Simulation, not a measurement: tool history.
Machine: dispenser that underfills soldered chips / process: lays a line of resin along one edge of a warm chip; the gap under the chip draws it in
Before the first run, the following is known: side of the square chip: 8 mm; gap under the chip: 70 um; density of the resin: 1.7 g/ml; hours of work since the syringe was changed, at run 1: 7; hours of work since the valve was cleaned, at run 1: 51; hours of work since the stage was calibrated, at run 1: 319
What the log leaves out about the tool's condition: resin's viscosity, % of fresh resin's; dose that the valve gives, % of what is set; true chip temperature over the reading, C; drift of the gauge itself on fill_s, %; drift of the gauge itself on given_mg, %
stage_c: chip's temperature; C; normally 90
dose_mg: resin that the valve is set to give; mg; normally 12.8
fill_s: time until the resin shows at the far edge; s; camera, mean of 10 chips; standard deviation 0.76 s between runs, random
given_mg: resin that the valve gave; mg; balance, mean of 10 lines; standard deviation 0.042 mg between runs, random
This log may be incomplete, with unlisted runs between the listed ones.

run,hour,stage_c,dose_mg,hours of work since the syringe was changed,hours of work since the valve was cleaned,hours of work since the stage was calibrated,fill_s,given_mg
1,0.0,90,12.8,7,51,319,113.9,12.39
# hour 5.7: new syringe of resin
2,13.4,90,12.8,5,60,327,97.4,12.43
# hour 22.0: new syringe of resin
3,22.5,83,12.8,0,66,333,84.6,12.30
4,28.8,83,12.8,5,70,337,112.9,12.24
5,35.6,90,12.8,9,75,342,126.8,12.22
# hour 38.3: new syringe of resin
# hour 42.2: dispensing valve cleaned and set on the balance
6,44.6,90,12.8,3,2,347,85.5,12.78
# hour 56.2: new syringe of resin
7,59.9,90,13.9,2,12,357,79.7,13.77
8,71.4,90,13.9,10,19,365,135.6,13.72
# hour 72.5: new syringe of resin
9,81.3,90,13.9,6,26,371,99.5,13.72
10,87.9,90,12.8,10,30,375,139.2,12.58
# hour 89.2: new syringe of resin
11,99.3,90,12.8,7,37,383,107.4,12.44
# hour 105.5: new syringe of resin
12,113.3,90,12.8,5,47,392,97.1,12.42
# hour 122.7: new syringe of resin
13,126.5,90,12.8,3,55,401,80.7,12.35
14,133.6,90,12.8,7,60,405,111.7,12.39
# hour 139.2: new syringe of resin
15,140.5,90,12.8,1,64,410,72.9,12.36
16,153.0,90,13.9,9,73,418,128.0,13.34
# hour 156.4: new syringe of resin
17,160.4,99,12.8,3,77,423,61.4,12.23
# hour 163.0: dispensing valve cleaned and set on the balance
18,171.8,99,12.8,10,6,430,99.6,12.82
# hour 174.1: new syringe of resin
19,180.7,95,11.1,4,12,435,78.8,11.08
# hour 190.2: new syringe of resin
20,192.6,94,15.5,2,19,443,64.1,15.35
# hour 206.3: new syringe of resin
21,206.3,94,15.5,0,28,452,58.6,15.28
22,219.9,94,15.5,9,37,461,110.1,15.10
# hour 222.5: new syringe of resin
23,234.2,93,12.0,8,47,470,107.5,11.76
# hour 239.2: new syringe of resin
24,241.0,93,12.0,1,51,475,64.6,11.74
25,253.7,93,12.0,10,59,483,120.2,11.61
# hour 255.7: new syringe of resin
26,267.1,93,12.0,8,68,492,102.9,11.58
# hour 271.7: new syringe of resin
27,282.0,103,12.4,7,78,501,72.1,11.82
# hour 283.7: dispensing valve cleaned and set on the balance
# hour 289.0: new syringe of resin
28,294.3,95,16.0,3,7,509,71.1,15.91
# hour 305.9: new syringe of resin
29,306.3,93,11.8,0,15,517,62.3,11.70
30,312.5,93,11.8,4,19,521,83.2,11.68
# hour 322.9: new syringe of resin
31,324.9,85,14.3,1,27,529,82.2,14.06
32,334.2,99,12.3,7,33,535,84.0,12.06
# hour 339.3: new syringe of resin
33,341.7,95,13.2,2,38,540,63.1,12.87
# hour 355.3: new syringe of resin
34,355.3,90,11.6,0,47,549,67.6,11.30
35,369.4,90,11.6,9,56,558,130.7,11.19
# hour 372.0: new syringe of resin
36,382.0,99,13.7,7,64,566,81.5,13.14

How would selected steps in fill_s from run to run divide? Give the signed amount a tool lacking its hidden state would still show from settings, what came in and random variation, and the signed amount left for the hidden state, including any gauge scatter that is not in both of the compared results.
Run 7 -> 8: nothing adjusted, nothing logged. fill_s +55.9 s: hidden state +56.5, all else -0.6.
Run 15 -> 16: dose_mg 12.8 -> 13.9. fill_s +55.1 s: hidden state +57.2, all else -2.1.
Run 16 -> 17: stage_c 90 -> 99, dose_mg 13.9 -> 12.8, new syringe of resin. fill_s -66.6 s: hidden state -50.5, all else -16.1.
Run 34 -> 35: nothing adjusted, nothing logged. fill_s +63.1 s: hidden state +63.4, all else -0.3.

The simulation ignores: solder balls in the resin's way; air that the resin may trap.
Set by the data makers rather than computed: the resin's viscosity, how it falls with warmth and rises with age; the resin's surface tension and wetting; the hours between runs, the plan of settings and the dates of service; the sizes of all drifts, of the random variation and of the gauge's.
